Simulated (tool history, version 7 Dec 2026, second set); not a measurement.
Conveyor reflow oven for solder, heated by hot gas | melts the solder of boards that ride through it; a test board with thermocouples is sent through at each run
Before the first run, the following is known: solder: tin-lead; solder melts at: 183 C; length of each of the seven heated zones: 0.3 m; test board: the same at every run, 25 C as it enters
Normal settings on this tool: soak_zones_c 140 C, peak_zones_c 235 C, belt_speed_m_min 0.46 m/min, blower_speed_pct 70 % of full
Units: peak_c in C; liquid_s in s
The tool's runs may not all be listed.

Run 1, hour 0: usual settings. Result: peak_c 224.59 C, liquid_s 66.3 s.
Run 2, hour 24.5: usual settings. Result: peak_c 224.51 C, liquid_s 66.5 s.
Run 3, hour 51.7: usual settings. Result: peak_c 224.57 C, liquid_s 66.6 s.
Run 4, hour 78.9: usual settings but blower_speed_pct 55 % of full. Result: peak_c 222.35 C, liquid_s 65.6 s.
Run 5, hour 112.6: usual settings but blower_speed_pct 55 % of full. Result: peak_c 222.44 C, liquid_s 64.6 s.
Run 6, hour 152.6: usual settings but blower_speed_pct 52 % of full. Result: peak_c 221.95 C, liquid_s 64 s.
Run 7, hour 194.8: usual settings but blower_speed_pct 52 % of full. Result: peak_c 222.02 C, liquid_s 64.5 s.
Run 8, hour 223.1: usual settings but belt_speed_m_min 0.461 m/min. Result: peak_c 224.55 C, liquid_s 66.9 s.
Run 9, hour 265: usual settings but belt_speed_m_min 0.461 m/min. Result: peak_c 224.39 C, liquid_s 66.2 s.
Run 10, hour 294.8: usual settings but belt_speed_m_min 0.461 m/min. Result: peak_c 224.5 C, liquid_s 66.5 s.
Run 11, hour 319.2: usual settings but peak_zones_c 246 C. Result: peak_c 234.67 C, liquid_s 72.1 s.
Run 12, hour 347.6: usual settings but peak_zones_c 246 C. Result: peak_c 234.67 C, liquid_s 72.5 s.
At hour 381.3: flux residue cleaned out of gas plates and filters.
Run 13, hour 396.3: usual settings. Result: peak_c 225.1 C, liquid_s 67.2 s.
Run 14, hour 428.4: usual settings but blower_speed_pct 82 % of full. Result: peak_c 226.22 C, liquid_s 68 s.
Run 15, hour 450.8: usual settings but blower_speed_pct 82 % of full. Result: peak_c 226.29 C, liquid_s 68.4 s.

What will run 16 give?
Run 16, hour 489: usual settings. Result: peak_c ?, liquid_s ?.

{"run 16": {"peak_c": 225.02, "liquid_s": 67.2}}
If the tool had no hidden condition, the same run with the same run-to-run variation would have returned peak_c 224.08 C, liquid_s 65.2 s.

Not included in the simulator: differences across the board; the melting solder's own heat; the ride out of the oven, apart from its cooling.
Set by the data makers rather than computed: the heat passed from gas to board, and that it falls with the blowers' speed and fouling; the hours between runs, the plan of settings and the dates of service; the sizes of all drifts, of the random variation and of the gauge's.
